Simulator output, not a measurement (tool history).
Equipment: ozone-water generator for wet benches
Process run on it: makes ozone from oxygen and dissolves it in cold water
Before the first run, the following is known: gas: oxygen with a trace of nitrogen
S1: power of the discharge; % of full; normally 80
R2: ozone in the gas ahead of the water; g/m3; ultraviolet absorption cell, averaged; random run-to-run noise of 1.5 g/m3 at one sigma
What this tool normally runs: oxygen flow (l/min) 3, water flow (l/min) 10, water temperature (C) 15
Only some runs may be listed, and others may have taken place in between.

{"run": 1, "hour": 0.0, "S1": 80, "oxygen flow (l/min)": 3, "water flow (l/min)": 10, "water temperature (C)": 15, "dissolved ozone (ppm)": 36.8, "R2": 288.5}
{"run": 2, "hour": 38.0, "S1": 80, "oxygen flow (l/min)": 3, "water flow (l/min)": 10, "water temperature (C)": 15, "dissolved ozone (ppm)": 35.9, "R2": 290.5}
{"run": 3, "hour": 65.0, "S1": 80, "oxygen flow (l/min)": 3, "water flow (l/min)": 10, "water temperature (C)": 15, "dissolved ozone (ppm)": 36, "R2": 288}
{"run": 4, "hour": 95.3, "S1": 80, "oxygen flow (l/min)": 3, "water flow (l/min)": 10, "water temperature (C)": 15, "dissolved ozone (ppm)": 35.7, "R2": 288.2}
{"run": 5, "hour": 134.7, "S1": 80, "oxygen flow (l/min)": 3, "water flow (l/min)": 10, "water temperature (C)": 15, "dissolved ozone (ppm)": 36.3, "R2": 287.9}
{"run": 6, "hour": 163.2, "S1": 80, "oxygen flow (l/min)": 3, "water flow (l/min)": 10, "water temperature (C)": 15, "dissolved ozone (ppm)": 36.7, "R2": 288.5}
{"run": 7, "hour": 182.6, "S1": 80, "oxygen flow (l/min)": 4.02, "water flow (l/min)": 10, "water temperature (C)": 15, "dissolved ozone (ppm)": 35.3, "R2": 241.7}
{"run": 8, "hour": 207.0, "S1": 80, "oxygen flow (l/min)": 4.02, "water flow (l/min)": 10, "water temperature (C)": 15, "dissolved ozone (ppm)": 35.6, "R2": 243.2}
{"run": 9, "hour": 252.3, "S1": 73, "oxygen flow (l/min)": 4.02, "water flow (l/min)": 10, "water temperature (C)": 15, "dissolved ozone (ppm)": 33, "R2": 225.1}
{"run": 10, "hour": 289.6, "S1": 73, "oxygen flow (l/min)": 4.02, "water flow (l/min)": 10, "water temperature (C)": 15, "dissolved ozone (ppm)": 33.3, "R2": 226.5}
{"run": 11, "hour": 326.0, "S1": 74, "oxygen flow (l/min)": 3, "water flow (l/min)": 10, "water temperature (C)": 15, "dissolved ozone (ppm)": 33.6, "R2": 270.2}
{"run": 12, "hour": 361.6, "S1": 74, "oxygen flow (l/min)": 3, "water flow (l/min)": 10, "water temperature (C)": 15, "dissolved ozone (ppm)": 34.1, "R2": 268.4}
{"run": 13, "hour": 400.2, "S1": 74, "oxygen flow (l/min)": 3, "water flow (l/min)": 10, "water temperature (C)": 11, "dissolved ozone (ppm)": 35.9, "R2": 267.9}
{"run": 14, "hour": 445.1, "S1": 80, "oxygen flow (l/min)": 3, "water flow (l/min)": 10, "water temperature (C)": 15, "dissolved ozone (ppm)": 36.3, "R2": 285.4}
{"run": 15, "hour": 487.7, "S1": 80, "oxygen flow (l/min)": 3, "water flow (l/min)": 10, "water temperature (C)": 15, "dissolved ozone (ppm)": 36, "R2": 285.7}
{"run": 16, "hour": 514.2, "S1": 80, "oxygen flow (l/min)": 3, "water flow (l/min)": 10, "water temperature (C)": 15, "dissolved ozone (ppm)": 36, "R2": 286.9}
{"run": 17, "hour": 543.2, "S1": 80, "oxygen flow (l/min)": 1.59, "water flow (l/min)": 10, "water temperature (C)": 9, "dissolved ozone (ppm)": 37.2, "R2": 411.9}
{"run": 18, "hour": 574.6, "S1": 80, "oxygen flow (l/min)": 1.59, "water flow (l/min)": 10, "water temperature (C)": 9, "dissolved ozone (ppm)": 37.3, "R2": 409.3}
{"run": 19, "hour": 611.5, "S1": 80, "oxygen flow (l/min)": 1.59, "water flow (l/min)": 11, "water temperature (C)": 22, "dissolved ozone (ppm)": 30.3, "R2": 407.9}
{"run": 20, "hour": 656.4, "S1": 80, "oxygen flow (l/min)": 1.59, "water flow (l/min)": 11, "water temperature (C)": 22, "dissolved ozone (ppm)": 30.1, "R2": 408}
{"run": 21, "hour": 677.4, "S1": 80, "oxygen flow (l/min)": 3.53, "water flow (l/min)": 14, "water temperature (C)": 16, "dissolved ozone (ppm)": 28.1, "R2": 259.7}
{"run": 22, "hour": 720.6, "S1": 80, "oxygen flow (l/min)": 1.59, "water flow (l/min)": 10, "water temperature (C)": 12, "dissolved ozone (ppm)": 35.9, "R2": 407.5}
{"run": 23, "hour": 743.8, "S1": 61, "oxygen flow (l/min)": 1.81, "water flow (l/min)": 10, "water temperature (C)": 13, "dissolved ozone (ppm)": 29.3, "R2": 304.7}
{"run": 24, "hour": 772.2, "S1": 61, "oxygen flow (l/min)": 1.84, "water flow (l/min)": 10, "water temperature (C)": 13, "dissolved ozone (ppm)": 29.1, "R2": 303.7}
{"run": 25, "hour": 811.2, "S1": 61, "oxygen flow (l/min)": 1.84, "water flow (l/min)": 10, "water temperature (C)": 13, "dissolved ozone (ppm)": 29.3, "R2": 301.8}
{"run": 26, "hour": 853.3, "S1": 49, "oxygen flow (l/min)": 4.11, "water flow (l/min)": 6, "water temperature (C)": 19, "dissolved ozone (ppm)": 28.5, "R2": 159.4}
{"run": 27, "hour": 885.4, "S1": 80, "oxygen flow (l/min)": 3, "water flow (l/min)": 13, "water temperature (C)": 8, "dissolved ozone (ppm)": 32.5, "R2": 286.6}
{"run": 28, "hour": 912.3, "S1": 80, "oxygen flow (l/min)": 1.99, "water flow (l/min)": 10, "water temperature (C)": 15, "dissolved ozone (ppm)": 35.7, "R2": 358}
{"run": 29, "hour": 943.8, "S1": 80, "oxygen flow (l/min)": 1.52, "water flow (l/min)": 14, "water temperature (C)": 10, "dissolved ozone (ppm)": 26.7, "R2": 416.3}
{"run": 30, "hour": 990.9, "S1": 80, "oxygen flow (l/min)": 1.52, "water flow (l/min)": 7, "water temperature (C)": 10, "dissolved ozone (ppm)": 49.2, "R2": 417.6}
{"run": 31, "hour": 1027.9, "S1": 80, "oxygen flow (l/min)": 3.57, "water flow (l/min)": 7, "water temperature (C)": 17, "dissolved ozone (ppm)": 42.6, "R2": 255.4}
{"run": 32, "hour": 1050.4, "S1": 80, "oxygen flow (l/min)": 4.95, "water flow (l/min)": 7, "water temperature (C)": 15, "dissolved ozone (ppm)": 41.4, "R2": 213.2}

Below, each run's measurement less what the same run would have read without the hidden state. Both values contain the same run-to-run variation, but the gauge's scatter may not be the same in both:
The tool's hidden condition here consists of: yield of the discharge, % of new electrodes'; contactor's efficiency, % of a clean one's; true water temperature over the reading, C; drift of the gauge itself on ozone_ppm, %; drift of the gauge itself on gas_g_m3, %.
run=1 R2=+0
run=2 R2=-0.3
run=3 R2=-0.4
run=4 R2=-0.5
run=5 R2=-0.8
run=6 R2=-0.9
run=7 R2=-0.9
run=8 R2=-1
run=9 R2=-1.2
run=10 R2=-1.2
run=11 R2=-1.7
run=12 R2=-1.9
run=13 R2=-2.1
run=14 R2=-2.5
run=15 R2=-2.7
run=16 R2=-2.9
run=17 R2=-4.4
run=18 R2=-4.6
run=19 R2=-4.9
run=20 R2=-5.3
run=21 R2=-3.5
run=22 R2=-5.8
run=23 R2=-4.4
run=24 R2=-4.6
run=25 R2=-4.8
run=26 R2=-2.6
run=27 R2=-5
run=28 R2=-6.4
run=29 R2=-7.7
run=30 R2=-8.1
run=31 R2=-5.2
run=32 R2=-4.4
dissolved ozone (ppm): differs from the measured result by no more than 0.1 in any run.
